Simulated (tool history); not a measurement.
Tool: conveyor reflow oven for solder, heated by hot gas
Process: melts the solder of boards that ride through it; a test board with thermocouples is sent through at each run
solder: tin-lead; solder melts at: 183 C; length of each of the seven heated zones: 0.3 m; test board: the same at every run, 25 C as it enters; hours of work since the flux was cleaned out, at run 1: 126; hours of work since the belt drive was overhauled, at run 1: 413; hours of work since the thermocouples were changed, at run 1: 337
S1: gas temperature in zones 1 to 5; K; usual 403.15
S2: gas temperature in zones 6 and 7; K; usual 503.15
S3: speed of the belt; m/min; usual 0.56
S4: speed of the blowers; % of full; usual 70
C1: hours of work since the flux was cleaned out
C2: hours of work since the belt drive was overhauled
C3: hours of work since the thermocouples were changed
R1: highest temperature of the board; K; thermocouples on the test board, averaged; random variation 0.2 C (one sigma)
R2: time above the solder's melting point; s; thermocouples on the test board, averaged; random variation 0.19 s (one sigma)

run     day      S1      S2     S3  S4   C1   C2   C3      R1    R2
  1       0  403.15  503.15   0.56  70  126  413  337  482.75  40.1
  2   0.412  403.15  503.15   0.56  79  132  418  342  484.45  41.8
  3   0.742  403.15  503.15   0.56  79  136  423  347  484.45  42.2
  4   1.479  403.15  503.15   0.56  61  146  432  356  480.95  38.3
  5   1.967  403.15  503.15   0.56  61  152  439  363  481.15  38.2
  6   2.629  403.15  503.15   0.56  61  161  447  371  480.75  38.3
  7   3.412  403.15  503.15   0.56  70  171  458  382  482.65  40.2
  8   4.058  403.15  503.15   0.56  69  179  466  390  482.45  39.9
  9   4.529  403.15  503.15  0.536  70  185  472  396  483.55  43.4
 10    5.05  403.15  503.15  0.536  70  192  479  403  483.35  43.1
 11     5.4  403.15  503.15  0.536  70  197  483  408  483.55  42.8
 12   5.804  403.15  502.15   0.56  70  202  489  413  481.15    39
 13   6.262  403.15  503.15  0.649  70  208  495  419  476.35  28.5
 14   7.021  414.15  493.15  0.649  70  218  505  429  471.45    26
      7.662  -- flux residue cleaned out of gas plates and filters
 15   8.008  414.15  493.15  0.649  70    5  515  439  470.85  25.5
 16   8.554  388.15  503.15   0.56  70   12  522  446  478.35  32.4
 17       9  408.15  503.15   0.56  60   17  528  452  480.55  39.1
 18   9.492  394.15  514.15   0.53  69   24  534  458  490.55  46.2
 19  10.221  403.15  503.15   0.56  53   33  544  468  477.45  34.4
     10.796  -- flux residue cleaned out of gas plates and filters, once more
 20  10.812  403.15  503.15  0.551  53    0  549  473  480.25  38.9
 21  11.329  414.15  503.15  0.541  70    7  555  479  486.75    49

Forecast each of these 5 alternatives for the next run:
  A  11.729  409.15  496.15   0.49  70  12  561  485   ?   ?
  B  11.729  394.15  503.15  0.541  70  12  561  485   ?   ?
  C  11.729  399.15  503.15  0.651  74  12  561  485   ?   ?
  D  11.729  410.15  503.15  0.541  69  12  561  485   ?   ?
  E  11.729  403.15  503.15  0.598  70  12  561  485   ?   ?

run      R1    R2
  A  482.25  49.5
  B  483.45  40.1
  C  478.55    30
  D  485.75  46.8
  E  481.45  36.3
Without the tool's hidden state the same runs would have given:
run      R1    R2
  A  483.95  50.4
  B  485.15  41.1
  C  480.15    31
  D  487.45  47.5
  E  483.05  37.2
